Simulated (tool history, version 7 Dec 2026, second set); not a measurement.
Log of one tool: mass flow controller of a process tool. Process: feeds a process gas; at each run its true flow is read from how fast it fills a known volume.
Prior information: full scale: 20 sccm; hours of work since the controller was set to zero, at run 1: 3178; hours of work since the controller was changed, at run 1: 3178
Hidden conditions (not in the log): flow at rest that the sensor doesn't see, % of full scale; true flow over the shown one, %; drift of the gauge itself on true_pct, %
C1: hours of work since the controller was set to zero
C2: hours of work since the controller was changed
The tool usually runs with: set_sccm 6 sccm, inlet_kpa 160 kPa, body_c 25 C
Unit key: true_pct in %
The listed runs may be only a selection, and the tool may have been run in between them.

run 1 hour=0 | set_sccm=6 inlet_kpa=160 body_c=25 | C1=3178 C2=3178 | true_pct=94.7
run 2 hour=140.4 | set_sccm=6 inlet_kpa=263 body_c=25 | C1=3240 C2=3240 | true_pct=94.88
run 3 hour=280.1 | set_sccm=6 inlet_kpa=263 body_c=25 | C1=3302 C2=3302 | true_pct=94.77
run 4 hour=432.7 | set_sccm=6 inlet_kpa=160 body_c=25 | C1=3369 C2=3369 | true_pct=94.47
run 5 hour=621.1 | set_sccm=6 inlet_kpa=160 body_c=25 | C1=3453 C2=3453 | true_pct=94.32
run 6 hour=749.6 | set_sccm=6 inlet_kpa=160 body_c=25 | C1=3510 C2=3510 | true_pct=94.34
run 7 hour=950.5 | set_sccm=6 inlet_kpa=160 body_c=25 | C1=3599 C2=3599 | true_pct=94.19
run 8 hour=1230 | set_sccm=20 inlet_kpa=160 body_c=25 | C1=3723 C2=3723 | true_pct=98.02
run 9 hour=1405.1 | set_sccm=20 inlet_kpa=160 body_c=25 | C1=3801 C2=3801 | true_pct=97.8
run 10 hour=1562.5 | set_sccm=20 inlet_kpa=229 body_c=25 | C1=3870 C2=3870 | true_pct=98.02
run 11 hour=1840.5 | set_sccm=20 inlet_kpa=229 body_c=25 | C1=3994 C2=3994 | true_pct=97.86
run 12 hour=1984.3 | set_sccm=20 inlet_kpa=229 body_c=25 | C1=4058 C2=4058 | true_pct=97.9
run 13 hour=2162.7 | set_sccm=20 inlet_kpa=229 body_c=25 | C1=4137 C2=4137 | true_pct=97.78
run 14 hour=2374.7 | set_sccm=20 inlet_kpa=229 body_c=25 | C1=4231 C2=4231 | true_pct=97.79
run 15 hour=2607.5 | set_sccm=6 inlet_kpa=160 body_c=25 | C1=4334 C2=4334 | true_pct=93.3
run 16 hour=2825.8 | set_sccm=6 inlet_kpa=160 body_c=25 | C1=4431 C2=4431 | true_pct=93.45
run 17 hour=3073 | set_sccm=6 inlet_kpa=160 body_c=25 | C1=4540 C2=4540 | true_pct=93.29
run 18 hour=3322.1 | set_sccm=6 inlet_kpa=160 body_c=25 | C1=4651 C2=4651 | true_pct=93.15
run 19 hour=3520.6 | set_sccm=6 inlet_kpa=160 body_c=25 | C1=4739 C2=4739 | true_pct=93.08
run 20 hour=3826.9 | set_sccm=6 inlet_kpa=145 body_c=25 | C1=4875 C2=4875 | true_pct=92.89
run 21 hour=4096.7 | set_sccm=6 inlet_kpa=160 body_c=25 | C1=4994 C2=4994 | true_pct=92.8
run 22 hour=4325.5 | set_sccm=6 inlet_kpa=160 body_c=25 | C1=5096 C2=5096 | true_pct=92.65
run 23 hour=4467.1 | set_sccm=7 inlet_kpa=160 body_c=25 | C1=5159 C2=5159 | true_pct=93.29
run 24 hour=4720.3 | set_sccm=7 inlet_kpa=160 body_c=25 | C1=5271 C2=5271 | true_pct=93.06
run 25 hour=4863.2 | set_sccm=6 inlet_kpa=161 body_c=32 | C1=5334 C2=5334 | true_pct=92.76
run 26 hour=5049.2 | set_sccm=6 inlet_kpa=167 body_c=27 | C1=5417 C2=5417 | true_pct=92.43
run 27 hour=5270.3 | set_sccm=18 inlet_kpa=158 body_c=36 | C1=5515 C2=5515 | true_pct=97.15
run 28 hour=5574.4 | set_sccm=9 inlet_kpa=209 body_c=21 | C1=5650 C2=5650 | true_pct=93.68
run 29 hour=5797.4 | set_sccm=3 inlet_kpa=144 body_c=39 | C1=5749 C2=5749 | true_pct=87.94
run 30 hour=5959.6 | set_sccm=3 inlet_kpa=144 body_c=39 | C1=5820 C2=5820 | true_pct=87.84
-- hour=6083.3 controller's zero set anew
run 31 hour=6117.5 | set_sccm=3 inlet_kpa=144 body_c=39 | C1=15 C2=5890 | true_pct=96.39
run 32 hour=6244.4 | set_sccm=17 inlet_kpa=152 body_c=39 | C1=71 C2=5947 | true_pct=98.3
run 33 hour=6442.4 | set_sccm=17 inlet_kpa=152 body_c=39 | C1=159 C2=6034 | true_pct=98.3
run 34 hour=6674.6 | set_sccm=14 inlet_kpa=263 body_c=33 | C1=262 C2=6137 | true_pct=97.85
run 35 hour=6849.8 | set_sccm=4 inlet_kpa=163 body_c=32 | C1=340 C2=6215 | true_pct=95.75

Expected results for the next run?
run 36 hour=7011.6 | set_sccm=9 inlet_kpa=163 body_c=25 | C1=412 C2=6287 | true_pct=?

Logged for run 36: true_pct 96.25 %.
If the tool had no hidden condition, the same run with the same run-to-run variation would have returned true_pct 98.49 %.
